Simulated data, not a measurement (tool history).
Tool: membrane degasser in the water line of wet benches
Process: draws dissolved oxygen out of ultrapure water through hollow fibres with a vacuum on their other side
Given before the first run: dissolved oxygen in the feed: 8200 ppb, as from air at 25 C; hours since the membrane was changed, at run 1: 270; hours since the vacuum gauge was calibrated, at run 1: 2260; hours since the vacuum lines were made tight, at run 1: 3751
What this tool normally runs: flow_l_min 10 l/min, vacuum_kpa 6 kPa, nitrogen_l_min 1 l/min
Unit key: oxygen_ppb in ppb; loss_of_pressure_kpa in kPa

run,hour,flow_l_min,vacuum_kpa,nitrogen_l_min,hours since the membrane was changed,hours since the vacuum gauge was calibrated,hours since the vacuum lines were made tight,oxygen_ppb,loss_of_pressure_kpa
1,0,10,6,1,270,2260,3751,83.4,52.56
2,124,10,4.24,1,394,2384,3875,41,52.93
3,235.8,10,7,1,505,2496,3986,105.4,52.81
4,299.5,10,8.56,1,569,2559,4050,142.3,53.35
5,378.1,10,8.56,1,648,2638,4129,142.2,52.83
6,461.7,10,8.56,1,731,2722,4212,139.8,53.14
7,545.3,10,8.04,1,815,2805,4296,131.7,53
8,619.8,10,8.04,0.77,889,2880,4370,160.1,53.4
9,732.3,10,7.64,1,1002,2992,4483,121.3,53.05
10,813.5,10,6,1,1083,3073,4564,81.8,53.49
11,939.3,10,6,1,1209,3199,4690,81.5,53.44
12,1081.5,10,6,1,1351,3341,4832,82.4,53.65
13,1152,10,4.3,1,1422,3412,4903,42.1,53.64
14,1219.2,10,6,1,1489,3479,4970,81.4,53.64
15,1326.4,10,6,1,1596,3586,5077,82.7,53.77
16,1410.8,10,6,1,1681,3671,5162,82.5,53.47
17,1525.5,10,6,1,1795,3785,5276,81.4,54.08
18,1593,10,13.41,1,1863,3853,5344,251.4,54
19,1715.2,15,6.49,2.61,1985,3975,5466,109,81.03
# hour 1822.7: vacuum gauge calibrated
# hour 1824.7: seals of the vacuum lines changed
20,1843.5,10,6.39,0.45,2111,19,19,167.8,54.1
21,1909.9,10,6.39,0.45,2177,85,85,166.9,54.04
22,1975.5,10,12.8,1.3,2243,151,151,192.5,54.2
23,2058.9,9,12.8,1.3,2326,234,234,169.1,49.1
24,2159,10,12.8,1.3,2426,334,334,191.7,54.41
# hour 2222.2: gauge calibrated
25,2269.6,10,5.29,1.09,2537,445,445,62.6,52.57
26,2339.4,7,5.29,1.44,2607,515,515,28.5,37.09
27,2407.9,6,5.32,1.44,2675,583,583,23.3,31.59
28,2534,6,14.77,1.58,2801,709,709,108.5,31.66
29,2594.6,6,14.77,1.58,2862,770,770,109.9,31.73
30,2655.4,6,14.77,1.58,2923,831,831,107.6,31.72
31,2749.1,6,3.9,1.58,3016,924,924,8.5,31.79
32,2865.5,11,9.11,0.94,3133,1041,1041,182.6,58.14
33,2936.1,7,14.14,1.58,3203,1111,1111,120.3,37.22

Consider 3 possible next runs. They are alternatives, not a sequence: every one starts from the tool as it was left by run 33. What does each give?
A,3047.8,7,6,0.41,3315,1223,1223,?,?
B,3047.8,7,14.14,2,3315,1223,1223,?,?
C,3047.8,9,6,1,3315,1223,1223,?,?

run,oxygen_ppb,loss_of_pressure_kpa
A,113.2,37.1
B,97.7,37.19
C,70.2,47.96
With the hidden condition removed and each run's random variation left untouched, the same runs would have given:
run,oxygen_ppb,loss_of_pressure_kpa
A,113.2,36.7
B,97.7,36.78
C,70.1,47.44
